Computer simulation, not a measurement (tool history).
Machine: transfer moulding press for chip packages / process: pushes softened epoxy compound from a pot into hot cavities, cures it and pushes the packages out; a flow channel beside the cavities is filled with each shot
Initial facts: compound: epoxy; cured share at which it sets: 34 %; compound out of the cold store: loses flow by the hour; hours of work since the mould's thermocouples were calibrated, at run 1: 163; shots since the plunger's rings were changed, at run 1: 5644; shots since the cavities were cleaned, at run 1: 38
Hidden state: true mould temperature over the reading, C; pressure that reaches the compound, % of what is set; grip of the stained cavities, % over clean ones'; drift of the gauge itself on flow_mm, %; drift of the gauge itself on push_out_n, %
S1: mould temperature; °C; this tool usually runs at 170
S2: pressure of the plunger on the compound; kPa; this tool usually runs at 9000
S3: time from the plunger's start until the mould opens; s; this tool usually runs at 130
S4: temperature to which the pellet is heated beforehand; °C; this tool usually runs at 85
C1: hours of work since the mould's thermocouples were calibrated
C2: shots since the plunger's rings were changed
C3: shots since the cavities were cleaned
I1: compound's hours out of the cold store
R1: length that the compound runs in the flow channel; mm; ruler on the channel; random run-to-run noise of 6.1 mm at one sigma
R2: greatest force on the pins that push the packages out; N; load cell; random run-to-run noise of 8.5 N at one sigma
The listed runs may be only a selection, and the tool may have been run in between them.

Run 1, day 0: usual settings; C1 163; C2 5644; C3 38; I1 19.2. Result: R1 814 mm, R2 423 N.
Run 2, day 0.425: usual settings; C1 168; C2 5714; C3 108; I1 31.5. Result: R1 779 mm, R2 479 N.
Run 3, day 0.85: usual settings; C1 173; C2 5783; C3 177; I1 11.9. Result: R1 850 mm, R2 526 N.
Run 4, day 1.262: usual settings; C1 178; C2 5851; C3 245; I1 35.9. Result: R1 762 mm, R2 560 N.
Run 5, day 1.467: usual settings; C1 180; C2 5884; C3 278; I1 23.9. Result: R1 801 mm, R2 604 N.
At day 1.696: plunger's sealing rings changed.
Run 6, day 2.033: usual settings; C1 186; C2 55; C3 354; I1 29.6. Result: R1 847 mm, R2 637 N.
Run 7, day 2.308: usual settings; C1 189; C2 99; C3 398; I1 40. Result: R1 792 mm, R2 680 N.
Run 8, day 2.638: usual settings but S1 166 °C; C1 193; C2 154; C3 453; I1 26.7. Result: R1 873 mm, R2 769 N.
Run 9, day 2.846: usual settings but S1 166 °C; C1 195; C2 187; C3 486; I1 33.1. Result: R1 837 mm, R2 775 N.
Run 10, day 3.062: usual settings; C1 198; C2 223; C3 522; I1 12.6. Result: R1 915 mm, R2 723 N.
Run 11, day 3.475: usual settings but S1 164 °C; C1 203; C2 290; C3 589; I1 39.7. Result: R1 811 mm, R2 842 N.
Run 12, day 3.708: usual settings but S1 169 °C; C1 205; C2 329; C3 628; I1 9.4. Result: R1 911 mm, R2 767 N.
Run 13, day 3.912: usual settings but S1 169 °C; C1 208; C2 362; C3 661; I1 40.4. Result: R1 796 mm, R2 766 N.
Run 14, day 4.112: usual settings but S1 169 °C; C1 210; C2 395; C3 694; I1 14.4. Result: R1 892 mm, R2 760 N.
Run 15, day 4.5: usual settings but S2 8570 kPa, S3 135 s, S4 94 °C; C1 215; C2 458; C3 757; I1 32.6. Result: R1 807 mm, R2 766 N.
At day 4.608: mould's thermocouples calibrated.
Run 16, day 4.962: usual settings but S2 8570 kPa, S3 135 s, S4 94 °C; C1 4; C2 520; C3 819; I1 33.3. Result: R1 805 mm, R2 774 N.
Run 17, day 5.208: usual settings but S2 8570 kPa, S3 135 s, S4 94 °C; C1 7; C2 560; C3 859; I1 45.4. Result: R1 775 mm, R2 773 N.
Run 18, day 5.583: usual settings but S3 120 s; C1 12; C2 622; C3 921; I1 38.2. Result: R1 805 mm, R2 822 N.
At day 5.8: cavities cleaned with cleaning compound and waxed.
Run 19, day 6.021: usual settings but S3 120 s; C1 16; C2 683; C3 36; I1 36.2. Result: R1 813 mm, R2 429 N.
At day 6.35: mould's thermocouples calibrated, once more.
Run 20, day 6.525: usual settings but S2 7340 kPa, S3 132 s, S4 92 °C; C1 2; C2 752; C3 105; I1 35. Result: R1 736 mm, R2 468 N.
Run 21, day 6.946: usual settings but S2 10760 kPa, S3 132 s, S4 92 °C; C1 7; C2 821; C3 174; I1 13.6. Result: R1 980 mm, R2 547 N.
Run 22, day 7.142: usual settings but S2 10760 kPa, S3 132 s, S4 92 °C; C1 9; C2 853; C3 206; I1 47.6. Result: R1 836 mm, R2 548 N.
Run 23, day 7.533: usual settings but S2 8400 kPa, S3 129 s, S4 92 °C; C1 14; C2 917; C3 270; I1 42.3. Result: R1 756 mm, R2 594 N.
Run 24, day 8.008: usual settings but S1 171 °C, S2 9400 kPa, S3 129 s, S4 95 °C; C1 19; C2 994; C3 347; I1 30.5. Result: R1 842 mm, R2 638 N.
Run 25, day 8.288: usual settings but S1 171 °C, S2 9400 kPa, S3 129 s, S4 95 °C; C1 23; C2 1040; C3 393; I1 41.7. Result: R1 805 mm, R2 648 N.
Run 26, day 8.762: usual settings but S2 9430 kPa; C1 28; C2 1117; C3 470; I1 15.7. Result: R1 911 mm, R2 697 N.
Run 27, day 9.162: usual settings but S2 9430 kPa; C1 33; C2 1183; C3 536; I1 15.1. Result: R1 897 mm, R2 746 N.
Run 28, day 9.546: usual settings but S1 162 °C, S2 9430 kPa; C1 38; C2 1245; C3 598; I1 47.2. Result: R1 809 mm, R2 952 N.

Some steps in R1 between neighbouring runs. How much of each would the tool show without its hidden state too (settings, what came in, random variation), and how much is left for the hidden state, with any gauge scatter that isn't in both results?
Run 2 -> 3: no setting touched and nothing written in the log between the runs. R1 +71 mm: hidden state -7, all else +78.
Run 5 -> 6: plunger's sealing rings changed. R1 +46 mm: hidden state +69, all else -23.
Run 20 -> 21: S2 7340 -> 10760. R1 +244 mm: hidden state -4, all else +248.
Run 21 -> 22: no setting touched and nothing written in the log between the runs. R1 -144 mm: hidden state +2, all else -146.
